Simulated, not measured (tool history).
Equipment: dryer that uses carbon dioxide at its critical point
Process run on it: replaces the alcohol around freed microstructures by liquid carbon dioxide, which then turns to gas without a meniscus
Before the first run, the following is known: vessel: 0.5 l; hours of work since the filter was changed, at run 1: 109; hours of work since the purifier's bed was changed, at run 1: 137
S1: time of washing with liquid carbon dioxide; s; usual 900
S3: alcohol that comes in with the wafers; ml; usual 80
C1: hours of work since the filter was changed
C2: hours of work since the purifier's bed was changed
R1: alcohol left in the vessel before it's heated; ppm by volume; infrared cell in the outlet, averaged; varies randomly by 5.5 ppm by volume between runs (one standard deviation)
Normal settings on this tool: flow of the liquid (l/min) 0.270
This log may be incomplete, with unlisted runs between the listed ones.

run 1 hour=0.0 | S1=900 flow_of_the_liquid_(l/min)=0.270 S3=80 | C1=109 C2=137 | R1=254
run 2 hour=12.8 | S1=900 flow_of_the_liquid_(l/min)=0.270 S3=80 | C1=119 C2=146 | R1=253
run 3 hour=26.1 | S1=900 flow_of_the_liquid_(l/min)=0.270 S3=80 | C1=128 C2=156 | R1=271
run 4 hour=46.0 | S1=900 flow_of_the_liquid_(l/min)=0.270 S3=80 | C1=143 C2=171 | R1=284
run 5 hour=62.1 | S1=900 flow_of_the_liquid_(l/min)=0.170 S3=80 | C1=155 C2=183 | R1=2234
run 6 hour=82.9 | S1=900 flow_of_the_liquid_(l/min)=0.170 S3=80 | C1=171 C2=198 | R1=2301
run 7 hour=101.1 | S1=900 flow_of_the_liquid_(l/min)=0.170 S3=80 | C1=184 C2=212 | R1=2385
run 8 hour=115.4 | S1=900 flow_of_the_liquid_(l/min)=0.270 S3=80 | C1=195 C2=222 | R1=334
run 9 hour=128.8 | S1=1140 flow_of_the_liquid_(l/min)=0.270 S3=80 | C1=205 C2=232 | R1=155
run 10 hour=142.4 | S1=1140 flow_of_the_liquid_(l/min)=0.270 S3=80 | C1=215 C2=242 | R1=162
run 11 hour=158.7 | S1=1140 flow_of_the_liquid_(l/min)=0.270 S3=80 | C1=227 C2=254 | R1=165
run 12 hour=172.1 | S1=1140 flow_of_the_liquid_(l/min)=0.270 S3=80 | C1=237 C2=264 | R1=171
run 13 hour=183.6 | S1=600 flow_of_the_liquid_(l/min)=0.206 S3=80 | C1=245 C2=273 | R1=5948
run 14 hour=200.4 | S1=1440 flow_of_the_liquid_(l/min)=0.248 S3=60 | C1=258 C2=285 | R1=151
run 15 hour=209.5 | S1=1080 flow_of_the_liquid_(l/min)=0.270 S3=41 | C1=265 C2=292 | R1=179
run 16 hour=228.8 | S1=900 flow_of_the_liquid_(l/min)=0.270 S3=52 | C1=279 C2=306 | R1=340
run 17 hour=243.9 | S1=900 flow_of_the_liquid_(l/min)=0.270 S3=52 | C1=290 C2=318 | R1=336
run 18 hour=262.5 | S1=900 flow_of_the_liquid_(l/min)=0.270 S3=68 | C1=304 C2=332 | R1=398
-- hour=269.5 inlet filter changed
run 19 hour=279.6 | S1=960 flow_of_the_liquid_(l/min)=0.270 S3=44 | C1=8 C2=343 | R1=229

What if the next run were any one of these 3? Each begins from the tool's condition after run 19:
run A hour=297.8 | S1=780 flow_of_the_liquid_(l/min)=0.276 S3=80 | C1=21 C2=357 | R1=?
run B hour=297.8 | S1=900 flow_of_the_liquid_(l/min)=0.179 S3=80 | C1=21 C2=357 | R1=?
run C hour=297.8 | S1=540 flow_of_the_liquid_(l/min)=0.270 S3=31 | C1=21 C2=357 | R1=?

run=A R1=518
run=B R1=1670
run=C R1=1140
Had the tool no hidden state, the same runs would have come out as:
run=A R1=317
run=B R1=1389
run=C R1=907
